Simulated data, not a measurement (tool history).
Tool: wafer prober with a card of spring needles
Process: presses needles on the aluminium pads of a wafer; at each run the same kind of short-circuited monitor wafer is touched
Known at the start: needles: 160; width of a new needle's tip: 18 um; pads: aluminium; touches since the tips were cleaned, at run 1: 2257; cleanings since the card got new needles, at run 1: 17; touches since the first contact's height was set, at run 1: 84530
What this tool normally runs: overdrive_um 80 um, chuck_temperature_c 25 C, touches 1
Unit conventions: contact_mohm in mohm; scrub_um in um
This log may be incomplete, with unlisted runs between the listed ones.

run     day  overdrive_um  chuck_temperature_c  touches  touches since the tips were cleaned  cleanings since the card got new needles  touches since the first contact's height was set  contact_mohm  scrub_um
  1   0.000            80                   25        1                                 2257                                        17                                             84530           152    12.926
  2   0.354            80                   35        1                                 5821                                        17                                             88094           165    12.936
      0.708  -- tips cleaned on abrasive film
  3   1.058            80                   35        1                                 3508                                        18                                             95102           172    12.880
      1.204  -- height of the first contact set anew
      1.612  -- tips cleaned on abrasive film
  4   1.633            80                   35        1                                  209                                        19                                              4287           130    13.011
  5   2.317            80                   25        1                                 7017                                        19                                             11095           171    13.006
      2.462  -- tips cleaned on abrasive film, once more
  6   2.967            80                   25        1                                 5056                                        20                                             17608           166    12.996
      3.383  -- tips cleaned on abrasive film
  7   3.488            80                   25        1                                 1060                                        21                                             22760           143    13.000
  8   3.992            80                   25        1                                 6128                                        21                                             27828           168    12.989
      4.292  -- tips cleaned on abrasive film
  9   4.471            80                   25        1                                 1774                                        22                                             32556           154    12.977
 10   4.962            80                   25        2                                 6733                                        22                                             37515           149    12.998
      5.242  -- tips cleaned on abrasive film
 11   5.475            80                   25        2                                 2357                                        23                                             42597           140    12.970
 12   5.871            80                   46        1                                 6338                                        23                                             46578           169    12.959
      6.158  -- tips cleaned on abrasive film
 13   6.354            80                   94        1                                 1970                                        24                                             51382           166    12.954
 14   6.979            80                   94        1                                 8205                                        24                                             57617           176    12.962
      7.075  -- tips cleaned on abrasive film
 15   7.425            80                   94        1                                 3498                                        25                                             62063           170    12.955
 16   7.779            75                   94        1                                 7040                                        25                                             65605           181    12.135
      7.979  -- tips cleaned on abrasive film
 17   8.383            80                   30        1                                 4049                                        26                                             71621           166    12.941
 18   8.704            80                   25        1                                 7253                                        26                                             74825           170    12.944
      8.888  -- tips cleaned on abrasive film
 19   9.408            80                   25        1                                 5221                                        27                                             81862           168    12.918
      9.808  -- tips cleaned on abrasive film
 20  10.071            83                   25        1                                 2637                                        28                                             88453           157    13.409
 21  10.612            62                   68        2                                 8065                                        28                                             93881           180     9.983
     10.712  -- tips cleaned on abrasive film
     10.858  -- height of the first contact set anew
 22  10.946            71                   38        1                                 2223                                        29                                               907           167    11.555
     11.621  -- tips cleaned on abrasive film
 23  11.621            89                   72        1                                    0                                        30                                              7612           125    14.479
 24  11.933            89                   72        1                                 3144                                        30                                             10756           158    14.457
 25  12.342            89                   72        1                                 7233                                        30                                             14845           163    14.454
     12.550  -- tips cleaned on abrasive film
 26  12.700            76                  110        1                                 1495                                        31                                             18382           165    12.341
 27  13.354            85                   39        2                                 8048                                        31                                             24935           144    13.810
     13.467  -- tips cleaned on abrasive film
 28  13.958            85                   46        2                                 4923                                        32                                             30930           145    13.788
     14.358  -- tips cleaned on abrasive film
 29  14.529            87                   40        2                                 1677                                        33                                             36613           138    14.137
 30  14.971            96                   93        2                                 6110                                        33                                             41046           147    15.594
     15.292  -- tips cleaned on abrasive film
 31  15.483            80                   25        2                                 1909                                        34                                             46154           141    12.958
 32  15.992            77                   48        1                                 6980                                        34                                             51225           175    12.491
     16.192  -- tips cleaned on abrasive film
 33  16.508            77                   48        1                                 3178                                        35                                             56384           172    12.474
     17.117  -- tips cleaned on abrasive film
 34  17.125            81                   33        1                                   94                                        36                                             62528           128    13.114
 35  17.558            75                   77        2                                 4422                                        36                                             66856           159    12.145

Forecast each of these 3 alternatives for the next run:
  A  17.896            80                   25        2                                 7797                                        36                                             70231             ?         ?
  B  17.896            94                   77        1                                 7797                                        36                                             70231             ?         ?
  C  17.896            86                   65        1                                 7797                                        36                                             70231             ?         ?

run  contact_mohm  scrub_um
  A           150    12.957
  B           157    15.244
  C           167    13.922
With no hidden state in the tool, these same runs would have given:
run  contact_mohm  scrub_um
  A           117    13.019
  B           120    15.306
  C           122    13.985
